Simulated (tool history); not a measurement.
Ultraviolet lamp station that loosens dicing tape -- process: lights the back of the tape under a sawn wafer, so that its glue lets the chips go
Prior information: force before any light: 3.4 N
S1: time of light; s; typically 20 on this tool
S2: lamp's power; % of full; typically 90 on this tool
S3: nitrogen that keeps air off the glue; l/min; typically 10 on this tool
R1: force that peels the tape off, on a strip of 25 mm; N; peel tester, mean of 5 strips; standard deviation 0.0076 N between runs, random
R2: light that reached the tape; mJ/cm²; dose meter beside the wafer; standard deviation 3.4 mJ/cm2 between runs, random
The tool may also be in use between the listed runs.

Run 1, hour 0.0: usual settings. Result: R1 0.379 N, R2 464 mJ/cm².
Run 2, hour 7.2: usual settings. Result: R1 0.364 N, R2 461 mJ/cm².
Run 3, hour 19.8: usual settings. Result: R1 0.376 N, R2 458 mJ/cm².
Run 4, hour 32.4: usual settings. Result: R1 0.384 N, R2 451 mJ/cm².
Run 5, hour 43.7: usual settings. Result: R1 0.378 N, R2 451 mJ/cm².
Run 6, hour 51.4: usual settings but S2 63 % of full. Result: R1 0.625 N, R2 317 mJ/cm².
At hour 52.7: window cleaned of glue's vapour.
Run 7, hour 62.6: usual settings but S1 27 s, S3 8 l/min. Result: R1 0.291 N, R2 587 mJ/cm².
Run 8, hour 68.1: usual settings but S1 27 s, S3 8 l/min. Result: R1 0.307 N, R2 583 mJ/cm².
Run 9, hour 80.8: usual settings but S1 16 s. Result: R1 0.551 N, R2 347 mJ/cm².
Run 10, hour 88.7: usual settings but S1 11 s, S2 75 % of full, S3 14 l/min. Result: R1 1.030 N, R2 198 mJ/cm².
At hour 100.5: window cleaned of glue's vapour, once more.
Run 11, hour 101.1: usual settings but S1 30 s, S2 69 % of full, S3 6 l/min. Result: R1 0.364 N, R2 556 mJ/cm².

Below are 4 alternative next runs, each starting from the tool's condition after run 11. Predict each:
Run A, hour 106.6: usual settings but S1 33 s, S2 69 % of full, S3 13 l/min. Result: R1 ?, R2 ?.
Run B, hour 106.6: usual settings but S1 23 s, S2 69 % of full, S3 9 l/min. Result: R1 ?, R2 ?.
Run C, hour 106.6: usual settings but S1 21 s. Result: R1 ?, R2 ?.
Run D, hour 106.6: usual settings but S2 74 % of full, S3 4 l/min. Result: R1 ?, R2 ?.

run     R1   R2
  A  0.243  602
  B  0.432  421
  C  0.320  496
  D  0.700  392
With no hidden state in the tool, these same runs would have given:
run     R1   R2
  A  0.216  699
  B  0.348  489
  C  0.265  576
  D  0.571  455
